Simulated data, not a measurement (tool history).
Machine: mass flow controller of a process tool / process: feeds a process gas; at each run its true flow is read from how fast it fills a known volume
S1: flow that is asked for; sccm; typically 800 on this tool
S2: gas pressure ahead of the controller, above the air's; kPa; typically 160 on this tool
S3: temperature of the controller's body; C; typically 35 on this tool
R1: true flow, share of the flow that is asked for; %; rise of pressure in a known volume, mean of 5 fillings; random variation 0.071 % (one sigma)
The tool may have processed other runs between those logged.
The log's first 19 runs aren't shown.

run	day	S1	S2	S3	R1
20	78.733	102	160	35	95.5
21	81.929	102	160	35	95.31
22	85.575	304	154	20	98.06
# day 87.65: controller's zero set anew, once more
23	89.542	304	154	20	99.7
24	91.883	304	154	20	99.75
25	96.817	304	154	20	99.61
26	102.171	385	243	23	100.23
27	104.379	161	220	33	100.08
28	106.779	664	179	33	101.16
29	109.383	800	188	25	100.74
30	112.142	495	160	27	100.29
31	117.204	202	160	34	100.08
32	121.058	106	150	38	99.84
33	126.312	116	274	38	100.13
34	130.883	170	209	35	100.05
35	135.704	909	211	38	101.8
36	138.95	909	164	38	101.81
37	141.388	909	164	38	101.77
38	144.296	909	244	37	101.82
39	148.096	269	160	35	100.34
40	151.312	270	188	35	100.41
41	155.079	270	188	35	100.41

4 options for the next run, each taken on its own from the tool as it stands now. Forecast them:
A	157.938	800	160	32	?
B	157.938	191	188	38	?
C	157.938	800	153	35	?
D	157.938	595	234	25	?

run	R1
A	101.17
B	100.18
C	101.32
D	100.71
Had the tool no hidden state, the same runs would have come out as:
run	R1
A	99.85
B	99.44
C	100
D	99.45
